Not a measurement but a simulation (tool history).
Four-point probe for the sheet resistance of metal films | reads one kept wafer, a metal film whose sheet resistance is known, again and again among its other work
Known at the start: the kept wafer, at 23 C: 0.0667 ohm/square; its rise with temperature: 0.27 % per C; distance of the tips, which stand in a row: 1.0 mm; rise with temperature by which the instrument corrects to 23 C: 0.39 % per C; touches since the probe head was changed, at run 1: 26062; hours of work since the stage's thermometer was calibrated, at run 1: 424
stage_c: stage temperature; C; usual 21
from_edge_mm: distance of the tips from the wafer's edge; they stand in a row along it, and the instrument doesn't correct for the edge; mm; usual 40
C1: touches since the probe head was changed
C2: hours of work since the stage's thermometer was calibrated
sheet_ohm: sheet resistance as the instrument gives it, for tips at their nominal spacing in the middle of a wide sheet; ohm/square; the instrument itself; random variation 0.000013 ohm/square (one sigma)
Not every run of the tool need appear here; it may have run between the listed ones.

{"run": 1, "hour": 0.0, "stage_c": 21, "from_edge_mm": 40, "C1": 26062, "C2": 424, "sheet_ohm": 0.06693}
{"run": 2, "hour": 14.4, "stage_c": 21, "from_edge_mm": 40, "C1": 26923, "C2": 434, "sheet_ohm": 0.066962}
{"run": 3, "hour": 29.4, "stage_c": 21, "from_edge_mm": 40, "C1": 27818, "C2": 445, "sheet_ohm": 0.066968}
{"run": 4, "hour": 40.0, "stage_c": 21, "from_edge_mm": 40, "C1": 28451, "C2": 452, "sheet_ohm": 0.066968}
{"run": 5, "hour": 49.0, "stage_c": 21, "from_edge_mm": 40, "C1": 28987, "C2": 458, "sheet_ohm": 0.066961}
{"run": 6, "hour": 64.0, "stage_c": 21, "from_edge_mm": 40, "C1": 29879, "C2": 468, "sheet_ohm": 0.066957}
{"run": 7, "hour": 74.5, "stage_c": 21, "from_edge_mm": 40, "C1": 30506, "C2": 476, "sheet_ohm": 0.06694}
{"run": 8, "hour": 91.1, "stage_c": 34, "from_edge_mm": 40, "C1": 31500, "C2": 487, "sheet_ohm": 0.06594}
{"run": 9, "hour": 105.5, "stage_c": 34, "from_edge_mm": 40, "C1": 32359, "C2": 497, "sheet_ohm": 0.065936}
{"run": 10, "hour": 117.6, "stage_c": 34, "from_edge_mm": 37, "C1": 33081, "C2": 505, "sheet_ohm": 0.065926}
{"run": 11, "hour": 131.4, "stage_c": 34, "from_edge_mm": 37, "C1": 33902, "C2": 515, "sheet_ohm": 0.06594}
{"run": 12, "hour": 143.4, "stage_c": 34, "from_edge_mm": 59, "C1": 34620, "C2": 523, "sheet_ohm": 0.065912}
{"run": 13, "hour": 153.7, "stage_c": 34, "from_edge_mm": 59, "C1": 35235, "C2": 530, "sheet_ohm": 0.06595}
{"run": 14, "hour": 163.0, "stage_c": 34, "from_edge_mm": 59, "C1": 35790, "C2": 537, "sheet_ohm": 0.065958}
{"run": 15, "hour": 170.3, "stage_c": 34, "from_edge_mm": 59, "C1": 36228, "C2": 542, "sheet_ohm": 0.065915}
{"run": 16, "hour": 184.3, "stage_c": 21, "from_edge_mm": 40, "C1": 37060, "C2": 551, "sheet_ohm": 0.066969}
{"run": 17, "hour": 193.5, "stage_c": 21, "from_edge_mm": 6, "C1": 37610, "C2": 558, "sheet_ohm": 0.067956}
{"run": 18, "hour": 209.9, "stage_c": 21, "from_edge_mm": 6, "C1": 38590, "C2": 569, "sheet_ohm": 0.067931}
{"run": 19, "hour": 217.2, "stage_c": 21, "from_edge_mm": 6, "C1": 39023, "C2": 574, "sheet_ohm": 0.067943}
{"run": 20, "hour": 232.9, "stage_c": 30, "from_edge_mm": 3, "C1": 39959, "C2": 585, "sheet_ohm": 0.069935}
{"run": 21, "hour": 250.0, "stage_c": 30, "from_edge_mm": 3, "C1": 40981, "C2": 597, "sheet_ohm": 0.069966}
{"run": 22, "hour": 261.6, "stage_c": 18, "from_edge_mm": 3, "C1": 41676, "C2": 605, "sheet_ohm": 0.070949}
{"run": 23, "hour": 271.9, "stage_c": 19, "from_edge_mm": 12, "C1": 42290, "C2": 612, "sheet_ohm": 0.067361}
{"run": 24, "hour": 280.2, "stage_c": 19, "from_edge_mm": 12, "C1": 42781, "C2": 618, "sheet_ohm": 0.067398}
{"run": 25, "hour": 288.6, "stage_c": 19, "from_edge_mm": 12, "C1": 43287, "C2": 623, "sheet_ohm": 0.067388}
{"run": 26, "hour": 299.7, "stage_c": 21, "from_edge_mm": 20, "C1": 43947, "C2": 631, "sheet_ohm": 0.067059}
{"run": 27, "hour": 316.6, "stage_c": 19, "from_edge_mm": 5, "C1": 44956, "C2": 643, "sheet_ohm": 0.068543}
{"run": 28, "hour": 326.7, "stage_c": 21, "from_edge_mm": 3, "C1": 45560, "C2": 650, "sheet_ohm": 0.070746}
{"run": 29, "hour": 335.0, "stage_c": 29, "from_edge_mm": 49, "C1": 46053, "C2": 655, "sheet_ohm": 0.066342}
{"run": 30, "hour": 345.9, "stage_c": 24, "from_edge_mm": 18, "C1": 46705, "C2": 663, "sheet_ohm": 0.066838}
{"run": 31, "hour": 359.2, "stage_c": 24, "from_edge_mm": 18, "C1": 47499, "C2": 672, "sheet_ohm": 0.0668}
{"run": 32, "hour": 370.9, "stage_c": 22, "from_edge_mm": 36, "C1": 48197, "C2": 680, "sheet_ohm": 0.066873}
{"run": 33, "hour": 381.1, "stage_c": 33, "from_edge_mm": 6, "C1": 48807, "C2": 687, "sheet_ohm": 0.066996}
{"run": 34, "hour": 389.0, "stage_c": 25, "from_edge_mm": 28, "C1": 49278, "C2": 693, "sheet_ohm": 0.066671}
{"run": 35, "hour": 399.6, "stage_c": 24, "from_edge_mm": 54, "C1": 49912, "C2": 700, "sheet_ohm": 0.066725}
{"run": 36, "hour": 413.6, "stage_c": 24, "from_edge_mm": 54, "C1": 50746, "C2": 710, "sheet_ohm": 0.066727}

Measured less the same run without the tool's hidden state. The same run-to-run variation is in both; the gauge's scatter may not be:
The tool's hidden condition here consists of: inner tips' distance over the nominal, %; tips' flats over new ones', %; wafer's true temperature over the reading, C; drift of the gauge itself on sheet_ohm, %.
run=1 sheet_ohm=+0.000060
run=2 sheet_ohm=+0.000062
run=3 sheet_ohm=+0.000063
run=4 sheet_ohm=+0.000064
run=5 sheet_ohm=+0.000065
run=6 sheet_ohm=+0.000067
run=7 sheet_ohm=+0.000069
run=8 sheet_ohm=+0.000070
run=9 sheet_ohm=+0.000071
run=10 sheet_ohm=+0.000073
run=11 sheet_ohm=+0.000075
run=12 sheet_ohm=+0.000077
run=13 sheet_ohm=+0.000077
run=14 sheet_ohm=+0.000078
run=15 sheet_ohm=+0.000080
run=16 sheet_ohm=+0.000081
run=17 sheet_ohm=+0.000083
run=18 sheet_ohm=+0.000084
run=19 sheet_ohm=+0.000085
run=20 sheet_ohm=+0.000091
run=21 sheet_ohm=+0.000093
run=22 sheet_ohm=+0.000094
run=23 sheet_ohm=+0.000091
run=24 sheet_ohm=+0.000092
run=25 sheet_ohm=+0.000093
run=26 sheet_ohm=+0.000094
run=27 sheet_ohm=+0.000098
run=28 sheet_ohm=+0.000102
run=29 sheet_ohm=+0.000098
run=30 sheet_ohm=+0.000099
run=31 sheet_ohm=+0.000101
run=32 sheet_ohm=+0.000102
run=33 sheet_ohm=+0.000104
run=34 sheet_ohm=+0.000104
run=35 sheet_ohm=+0.000105
run=36 sheet_ohm=+0.000107
